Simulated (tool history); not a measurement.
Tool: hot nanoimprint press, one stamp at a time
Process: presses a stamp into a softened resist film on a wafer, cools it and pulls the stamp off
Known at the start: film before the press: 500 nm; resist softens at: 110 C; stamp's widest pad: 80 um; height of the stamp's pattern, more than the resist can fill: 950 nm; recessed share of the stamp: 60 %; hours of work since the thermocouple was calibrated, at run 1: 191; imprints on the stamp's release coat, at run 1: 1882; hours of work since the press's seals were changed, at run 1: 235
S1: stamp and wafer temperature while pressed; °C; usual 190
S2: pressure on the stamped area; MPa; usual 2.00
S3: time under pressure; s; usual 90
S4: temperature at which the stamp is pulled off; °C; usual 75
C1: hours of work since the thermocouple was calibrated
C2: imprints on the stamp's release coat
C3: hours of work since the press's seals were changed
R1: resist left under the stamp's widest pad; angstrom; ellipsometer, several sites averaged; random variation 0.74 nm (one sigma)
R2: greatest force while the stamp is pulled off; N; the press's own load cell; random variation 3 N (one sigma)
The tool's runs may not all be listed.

{"run": 1, "hour": 0.0, "S1": 190, "S2": 2.0, "S3": 90, "S4": 75, "C1": 191, "C2": 1882, "C3": 235, "R1": 2767, "R2": 181}
{"run": 2, "hour": 12.4, "S1": 190, "S2": 1.43, "S3": 90, "S4": 75, "C1": 197, "C2": 1928, "C3": 241, "R1": 3142, "R2": 184}
{"run": 3, "hour": 24.7, "S1": 190, "S2": 1.43, "S3": 90, "S4": 75, "C1": 203, "C2": 1973, "C3": 247, "R1": 3134, "R2": 183}
{"hour": 33.9, "done": "stamp cleaned and given a new release coat"}
{"run": 4, "hour": 42.5, "S1": 190, "S2": 2.0, "S3": 90, "S4": 75, "C1": 209, "C2": 31, "C3": 253, "R1": 2771, "R2": 142}
{"run": 5, "hour": 55.0, "S1": 190, "S2": 2.0, "S3": 90, "S4": 61, "C1": 215, "C2": 77, "C3": 259, "R1": 2768, "R2": 158}
{"run": 6, "hour": 69.8, "S1": 190, "S2": 2.0, "S3": 90, "S4": 61, "C1": 222, "C2": 131, "C3": 267, "R1": 2767, "R2": 165}
{"run": 7, "hour": 84.2, "S1": 190, "S2": 2.0, "S3": 90, "S4": 61, "C1": 230, "C2": 184, "C3": 274, "R1": 2753, "R2": 159}
{"run": 8, "hour": 91.1, "S1": 190, "S2": 2.0, "S3": 90, "S4": 61, "C1": 233, "C2": 209, "C3": 277, "R1": 2771, "R2": 162}
{"run": 9, "hour": 101.4, "S1": 190, "S2": 2.0, "S3": 90, "S4": 61, "C1": 238, "C2": 246, "C3": 282, "R1": 2772, "R2": 168}
{"run": 10, "hour": 113.2, "S1": 190, "S2": 2.0, "S3": 90, "S4": 75, "C1": 244, "C2": 289, "C3": 288, "R1": 2765, "R2": 143}
{"run": 11, "hour": 121.4, "S1": 190, "S2": 2.0, "S3": 90, "S4": 75, "C1": 248, "C2": 319, "C3": 292, "R1": 2764, "R2": 149}
{"run": 12, "hour": 134.3, "S1": 190, "S2": 2.0, "S3": 90, "S4": 75, "C1": 255, "C2": 366, "C3": 299, "R1": 2770, "R2": 151}
{"run": 13, "hour": 143.4, "S1": 190, "S2": 1.75, "S3": 90, "S4": 75, "C1": 259, "C2": 400, "C3": 303, "R1": 2918, "R2": 146}
{"hour": 147.2, "done": "plate thermocouple calibrated"}
{"run": 14, "hour": 158.9, "S1": 190, "S2": 1.75, "S3": 90, "S4": 75, "C1": 6, "C2": 445, "C3": 309, "R1": 2878, "R2": 150}
{"run": 15, "hour": 165.0, "S1": 179, "S2": 2.0, "S3": 46, "S4": 63, "C1": 9, "C2": 467, "C3": 312, "R1": 4083, "R2": 165}
{"run": 16, "hour": 175.8, "S1": 185, "S2": 1.24, "S3": 64, "S4": 69, "C1": 14, "C2": 507, "C3": 318, "R1": 3891, "R2": 161}
{"run": 17, "hour": 187.4, "S1": 185, "S2": 1.24, "S3": 64, "S4": 69, "C1": 20, "C2": 549, "C3": 323, "R1": 3885, "R2": 158}
{"run": 18, "hour": 194.4, "S1": 190, "S2": 2.0, "S3": 90, "S4": 80, "C1": 23, "C2": 575, "C3": 327, "R1": 2731, "R2": 142}
{"run": 19, "hour": 207.9, "S1": 179, "S2": 2.18, "S3": 90, "S4": 70, "C1": 30, "C2": 624, "C3": 334, "R1": 3488, "R2": 160}
{"run": 20, "hour": 215.3, "S1": 188, "S2": 2.63, "S3": 62, "S4": 68, "C1": 34, "C2": 651, "C3": 337, "R1": 2922, "R2": 165}
{"hour": 222.8, "done": "plate thermocouple calibrated, once more"}
{"run": 21, "hour": 225.0, "S1": 190, "S2": 2.83, "S3": 156, "S4": 68, "C1": 1, "C2": 675, "C3": 341, "R1": 2009, "R2": 164}
{"run": 22, "hour": 233.3, "S1": 190, "S2": 2.83, "S3": 156, "S4": 67, "C1": 5, "C2": 705, "C3": 345, "R1": 2005, "R2": 167}
{"run": 23, "hour": 240.2, "S1": 181, "S2": 2.26, "S3": 90, "S4": 75, "C1": 9, "C2": 731, "C3": 348, "R1": 3408, "R2": 152}
{"run": 24, "hour": 248.1, "S1": 181, "S2": 2.26, "S3": 90, "S4": 75, "C1": 13, "C2": 760, "C3": 352, "R1": 3400, "R2": 159}
{"run": 25, "hour": 260.0, "S1": 181, "S2": 1.88, "S3": 88, "S4": 77, "C1": 18, "C2": 803, "C3": 358, "R1": 3612, "R2": 160}
{"run": 26, "hour": 267.9, "S1": 181, "S2": 1.88, "S3": 88, "S4": 77, "C1": 22, "C2": 832, "C3": 362, "R1": 3608, "R2": 157}
{"run": 27, "hour": 273.9, "S1": 181, "S2": 1.88, "S3": 88, "S4": 77, "C1": 25, "C2": 854, "C3": 365, "R1": 3635, "R2": 160}
{"run": 28, "hour": 285.8, "S1": 181, "S2": 2.52, "S3": 74, "S4": 68, "C1": 31, "C2": 897, "C3": 371, "R1": 3489, "R2": 173}

3 ways to go on from here, each from the tool as it stands after run 28. What would each give?
{"run": "A", "hour": 294.6, "S1": 188, "S2": 2.0, "S3": 65, "S4": 75, "C1": 36, "C2": 929, "C3": 375, "R1": "?", "R2": "?"}
{"run": "B", "hour": 294.6, "S1": 185, "S2": 2.0, "S3": 90, "S4": 75, "C1": 36, "C2": 929, "C3": 375, "R1": "?", "R2": "?"}
{"run": "C", "hour": 294.6, "S1": 181, "S2": 1.63, "S3": 70, "S4": 60, "C1": 36, "C2": 929, "C3": 375, "R1": "?", "R2": "?"}

run=A R1=3280 R2=166
run=B R1=3205 R2=160
run=C R1=3932 R2=177
Without the tool's hidden state the same runs would have given:
run=A R1=3264 R2=145
run=B R1=3189 R2=140
run=C R1=3923 R2=155
